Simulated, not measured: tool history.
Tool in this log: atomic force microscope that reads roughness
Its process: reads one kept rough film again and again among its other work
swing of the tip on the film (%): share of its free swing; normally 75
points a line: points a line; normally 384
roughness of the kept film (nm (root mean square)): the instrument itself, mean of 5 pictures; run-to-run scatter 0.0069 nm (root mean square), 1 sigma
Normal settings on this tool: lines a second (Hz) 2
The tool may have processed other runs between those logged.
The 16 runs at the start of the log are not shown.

run,day,lines a second (Hz),swing of the tip on the film (%),points a line,roughness of the kept film (nm (root mean square))
17,5.921,2,88,384,1.025
18,6.317,2,88,384,1.001
# day 6.458: height scale calibrated on a step standard, once more
# day 6.579: new tip fitted
19,6.671,2,88,384,1.256
20,6.912,1.28,71,622,1.478
21,7.192,2,75,738,1.364
22,7.633,3.32,64,917,1.36
23,8.154,2,60,723,1.402
24,8.554,3.56,60,847,1.32
25,8.825,3.56,60,847,1.295
26,9.088,3.56,60,847,1.285
27,9.508,3.56,60,847,1.251
28,9.892,3.56,60,847,1.221

The next listed run, before its measurement:
29,10.283,3.56,60,847,?

{"run 29": {"roughness of the kept film (nm (root mean square))": 1.206}}
Take away the tool's hidden state, keep the run-to-run variation as it was, and the same run would have given roughness of the kept film (nm (root mean square)) 1.477.

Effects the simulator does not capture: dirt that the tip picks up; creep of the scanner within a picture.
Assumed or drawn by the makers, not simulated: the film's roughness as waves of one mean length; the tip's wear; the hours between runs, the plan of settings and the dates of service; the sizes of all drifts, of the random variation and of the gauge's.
